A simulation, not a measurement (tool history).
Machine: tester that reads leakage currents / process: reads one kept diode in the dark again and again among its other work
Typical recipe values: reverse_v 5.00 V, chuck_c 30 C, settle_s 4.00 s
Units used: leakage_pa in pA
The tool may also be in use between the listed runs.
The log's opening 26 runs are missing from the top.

Run 27, hour 5350.4: usual settings but reverse_v 8.39 V, chuck_c 51 C, settle_s 7.20 s. Result: leakage_pa 486.23 pA.
Run 28, hour 5556.7: usual settings but settle_s 4.88 s. Result: leakage_pa 72.29 pA.
Run 29, hour 5687.3: usual settings but settle_s 4.88 s. Result: leakage_pa 72.61 pA.
Run 30, hour 5941.4: usual settings but chuck_c 52 C, settle_s 1.32 s. Result: leakage_pa 404.67 pA.
Run 31, hour 6067.1: usual settings but chuck_c 52 C, settle_s 1.32 s. Result: leakage_pa 406.35 pA.
At hour 6085.7: chuck's temperature calibrated.
Run 32, hour 6229.3: usual settings but chuck_c 52 C, settle_s 1.32 s. Result: leakage_pa 389.92 pA.
Run 33, hour 6465.3: usual settings but reverse_v 12.87 V, chuck_c 52 C, settle_s 1.32 s. Result: leakage_pa 638.04 pA.
Run 34, hour 6689.4: usual settings but reverse_v 12.87 V, chuck_c 52 C, settle_s 1.32 s. Result: leakage_pa 640.93 pA.
Run 35, hour 6831.2: usual settings but reverse_v 12.87 V, chuck_c 52 C, settle_s 1.32 s. Result: leakage_pa 639.78 pA.
Run 36, hour 6952.9: usual settings but chuck_c 33 C. Result: leakage_pa 91.86 pA.
Run 37, hour 7079.2: usual settings but chuck_c 27 C, settle_s 5.02 s. Result: leakage_pa 58.25 pA.
Run 38, hour 7313.0: usual settings but reverse_v 5.60 V, chuck_c 27 C, settle_s 5.91 s. Result: leakage_pa 62.77 pA.
Run 39, hour 7511.9: usual settings but reverse_v 11.43 V, settle_s 2.09 s. Result: leakage_pa 121.08 pA.
Run 40, hour 7714.2: usual settings but reverse_v 12.64 V, chuck_c 27 C, settle_s 1.18 s. Result: leakage_pa 107.36 pA.
Run 41, hour 7928.3: usual settings but reverse_v 12.64 V, chuck_c 27 C, settle_s 1.18 s. Result: leakage_pa 108.17 pA.

Consider 3 possible next runs. They are alternatives, not a sequence: every one starts from the tool as it was left by run 41. What does each give?
Run A, hour 8188.3: usual settings but reverse_v 12.64 V, chuck_c 23 C, settle_s 1.31 s. Result: leakage_pa ?.
Run B, hour 8188.3: usual settings but reverse_v 2.65 V, chuck_c 49 C. Result: leakage_pa ?.
Run C, hour 8188.3: usual settings but reverse_v 7.20 V, chuck_c 29 C, settle_s 2.19 s. Result: leakage_pa ?.

run  leakage_pa
  A       85.32
  B      229.90
  C       88.61
With the hidden condition removed and each run's random variation left untouched, the same runs would have given:
run  leakage_pa
  A       60.12
  B      223.72
  C       73.97
